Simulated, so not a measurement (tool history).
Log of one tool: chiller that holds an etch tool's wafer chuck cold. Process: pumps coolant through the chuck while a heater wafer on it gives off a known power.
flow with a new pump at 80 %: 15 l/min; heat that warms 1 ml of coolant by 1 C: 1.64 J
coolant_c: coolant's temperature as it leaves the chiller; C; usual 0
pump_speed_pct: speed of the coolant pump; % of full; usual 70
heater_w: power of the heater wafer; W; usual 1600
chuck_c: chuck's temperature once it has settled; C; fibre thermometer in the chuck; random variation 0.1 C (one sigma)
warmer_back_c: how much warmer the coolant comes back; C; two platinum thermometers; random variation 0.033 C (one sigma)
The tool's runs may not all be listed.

run 1 hour=0 | coolant_c=0 pump_speed_pct=70 heater_w=1600 | chuck_c=14.1 warmer_back_c=4.78
run 2 hour=37.6 | coolant_c=0 pump_speed_pct=70 heater_w=1600 | chuck_c=14.2 warmer_back_c=4.76
run 3 hour=80.2 | coolant_c=0 pump_speed_pct=70 heater_w=1600 | chuck_c=14.3 warmer_back_c=4.74
run 4 hour=125.6 | coolant_c=0 pump_speed_pct=92 heater_w=1600 | chuck_c=11.4 warmer_back_c=3.6
run 5 hour=150.7 | coolant_c=0 pump_speed_pct=92 heater_w=1600 | chuck_c=11.3 warmer_back_c=3.62
run 6 hour=190.1 | coolant_c=0 pump_speed_pct=92 heater_w=1600 | chuck_c=11.5 warmer_back_c=3.65
run 7 hour=220.3 | coolant_c=0 pump_speed_pct=70 heater_w=1600 | chuck_c=14.3 warmer_back_c=4.75
run 8 hour=260.2 | coolant_c=6 pump_speed_pct=74 heater_w=1509 | chuck_c=18.9 warmer_back_c=4.28
run 9 hour=286.7 | coolant_c=6 pump_speed_pct=74 heater_w=1550 | chuck_c=19.2 warmer_back_c=4.37
run 10 hour=335.9 | coolant_c=0 pump_speed_pct=78 heater_w=1600 | chuck_c=13.3 warmer_back_c=4.31
run 11 hour=385.1 | coolant_c=10 pump_speed_pct=94 heater_w=1216 | chuck_c=18.7 warmer_back_c=2.74
run 12 hour=416.7 | coolant_c=-2 pump_speed_pct=92 heater_w=1600 | chuck_c=9.6 warmer_back_c=3.66
run 13 hour=455.3 | coolant_c=-2 pump_speed_pct=94 heater_w=1600 | chuck_c=9.5 warmer_back_c=3.63
run 14 hour=500.5 | coolant_c=-2 pump_speed_pct=94 heater_w=1600 | chuck_c=9.6 warmer_back_c=3.61

3 ways to go on from here, each from the tool as it stands after run 14. What would each give?
run A hour=540.4 | coolant_c=5 pump_speed_pct=70 heater_w=1600 | chuck_c=? warmer_back_c=?
run B hour=540.4 | coolant_c=-2 pump_speed_pct=95 heater_w=1917 | chuck_c=? warmer_back_c=?
run C hour=540.4 | coolant_c=8 pump_speed_pct=84 heater_w=1600 | chuck_c=? warmer_back_c=?

run=A chuck_c=19.6 warmer_back_c=4.78
run=B chuck_c=11.6 warmer_back_c=4.22
run=C chuck_c=20.6 warmer_back_c=4.04
Without the tool's hidden state the same runs would have given:
run=A chuck_c=16.2 warmer_back_c=4.44
run=B chuck_c=8.4 warmer_back_c=3.92
run=C chuck_c=17.7 warmer_back_c=3.75

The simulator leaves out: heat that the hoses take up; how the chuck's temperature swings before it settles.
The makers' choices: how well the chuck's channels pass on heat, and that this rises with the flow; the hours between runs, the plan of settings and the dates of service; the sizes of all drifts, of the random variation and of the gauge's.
